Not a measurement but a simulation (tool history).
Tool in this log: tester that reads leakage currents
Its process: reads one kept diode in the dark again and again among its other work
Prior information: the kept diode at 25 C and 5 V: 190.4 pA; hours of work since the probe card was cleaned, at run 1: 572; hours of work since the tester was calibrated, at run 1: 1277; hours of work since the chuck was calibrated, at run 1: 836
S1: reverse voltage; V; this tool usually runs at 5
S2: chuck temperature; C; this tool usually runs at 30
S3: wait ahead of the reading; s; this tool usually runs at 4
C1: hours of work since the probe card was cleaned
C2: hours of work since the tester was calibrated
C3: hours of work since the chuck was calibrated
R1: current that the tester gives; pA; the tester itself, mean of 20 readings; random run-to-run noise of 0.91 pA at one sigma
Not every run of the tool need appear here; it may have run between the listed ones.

Run 1, hour 0: usual settings; C1 572; C2 1277; C3 836. Result: R1 306.7 pA.
Run 2, hour 92.8: usual settings; C1 631; C2 1336; C3 895. Result: R1 308.69 pA.
Run 3, hour 146.6: usual settings; C1 666; C2 1370; C3 929. Result: R1 306.55 pA.
Run 4, hour 193: usual settings; C1 695; C2 1400; C3 959. Result: R1 308.74 pA.
Run 5, hour 287.4: usual settings; C1 755; C2 1460; C3 1019. Result: R1 310.12 pA.
Run 6, hour 384.3: usual settings; C1 817; C2 1521; C3 1080. Result: R1 310.35 pA.
Run 7, hour 486.4: usual settings; C1 882; C2 1586; C3 1145. Result: R1 309.74 pA.
Run 8, hour 568.2: usual settings; C1 934; C2 1638; C3 1197. Result: R1 311.66 pA.
Run 9, hour 660.9: usual settings; C1 993; C2 1697; C3 1256. Result: R1 312.53 pA.
Run 10, hour 745.2: usual settings; C1 1046; C2 1751; C3 1310. Result: R1 312.28 pA.
Run 11, hour 847.4: usual settings; C1 1111; C2 1816; C3 1375. Result: R1 314.08 pA.
Run 12, hour 930.8: usual settings; C1 1164; C2 1869; C3 1428. Result: R1 313.5 pA.
At hour 945.5: probe card cleaned and baked.
At hour 977.6: chuck's temperature calibrated.
Run 13, hour 1022.5: usual settings; C1 48; C2 1924; C3 29. Result: R1 298.49 pA.
Run 14, hour 1117.6: usual settings; C1 108; C2 1984; C3 89. Result: R1 300.55 pA.
Run 15, hour 1224: usual settings; C1 176; C2 2052; C3 157. Result: R1 300.31 pA.
Run 16, hour 1288.5: usual settings but S2 23 C; C1 217; C2 2093; C3 198. Result: R1 159.59 pA.
At hour 1298.6: probe card cleaned and baked, once more.
Run 17, hour 1362.8: usual settings but S2 23 C; C1 41; C2 2138; C3 243. Result: R1 156.03 pA.
Run 18, hour 1435.4: usual settings but S2 23 C; C1 87; C2 2184; C3 289. Result: R1 155.66 pA.
Run 19, hour 1493.3: usual settings but S2 29 C, S3 3.45 s; C1 124; C2 2221; C3 326. Result: R1 272.71 pA.
Run 20, hour 1570.4: usual settings but S2 29 C, S3 3.45 s; C1 173; C2 2270; C3 375. Result: R1 273.77 pA.
Run 21, hour 1621.3: usual settings but S1 6.06 V, S2 55 C, S3 1.58 s; C1 205; C2 2303; C3 407. Result: R1 2643.8 pA.
Run 22, hour 1688.3: usual settings but S1 6.06 V, S2 55 C, S3 1.58 s; C1 248; C2 2345; C3 450. Result: R1 2660.47 pA.
Run 23, hour 1770.2: usual settings but S1 2.66 V; C1 300; C2 2397; C3 502. Result: R1 224.18 pA.
Run 24, hour 1862.3: usual settings but S1 10.62 V, S3 1.67 s; C1 358; C2 2456; C3 561. Result: R1 429.77 pA.
Run 25, hour 1906.2: usual settings but S1 10.62 V, S3 1.67 s; C1 386; C2 2484; C3 588. Result: R1 432.38 pA.
Run 26, hour 1953.8: usual settings but S1 7.85 V, S2 59 C, S3 0.53 s; C1 417; C2 2514; C3 619. Result: R1 4047.58 pA.
Run 27, hour 2049.9: usual settings but S1 7.85 V, S2 59 C, S3 0.53 s; C1 478; C2 2575; C3 680. Result: R1 4077.45 pA.
Run 28, hour 2138.2: usual settings but S1 7.85 V, S2 59 C, S3 0.53 s; C1 534; C2 2631; C3 736. Result: R1 4076.87 pA.
Run 29, hour 2193.1: usual settings but S1 7.85 V, S2 59 C, S3 0.53 s; C1 569; C2 2666; C3 771. Result: R1 4084.67 pA.
Run 30, hour 2286.9: usual settings but S1 1.62 V, S3 5.61 s; C1 628; C2 2726; C3 830. Result: R1 180.92 pA.
Run 31, hour 2346.6: usual settings but S1 2.89 V, S2 20 C, S3 5.61 s; C1 666; C2 2764; C3 868. Result: R1 93.62 pA.
Run 32, hour 2409.4: usual settings but S1 5.3 V, S2 36 C, S3 0.56 s; C1 706; C2 2804; C3 908. Result: R1 537.21 pA.
Run 33, hour 2473.2: usual settings but S2 42 C, S3 3 s; C1 747; C2 2844; C3 949. Result: R1 864.79 pA.

Take each entry between the runs: how does the hidden state at the last listed run before it differ from the hidden state at the first listed run after it?
Runs 12 to 13: probe card cleaned and baked (hour 945.5); chuck's temperature calibrated (hour 977.6)
  stray current of the dirty probe card, pA a volt: 0.55 -> 0.747; current scale over the true one, %: -0.72 -> -0.75; true chuck temperature over the reading, C: 0.45 -> -0.15
  measured result minus the result with no hidden state, R1: +12.83 -> -2.7 pA
Runs 16 to 17: probe card cleaned and baked, once more (hour 1298.6)
  stray current of the dirty probe card, pA a volt: 0.827 -> 0.041; current scale over the true one, %: -0.81 -> -0.82; true chuck temperature over the reading, C: -0.08 -> -0.06
  measured result minus the result with no hidden state, R1: +1.54 -> -2.12 pA
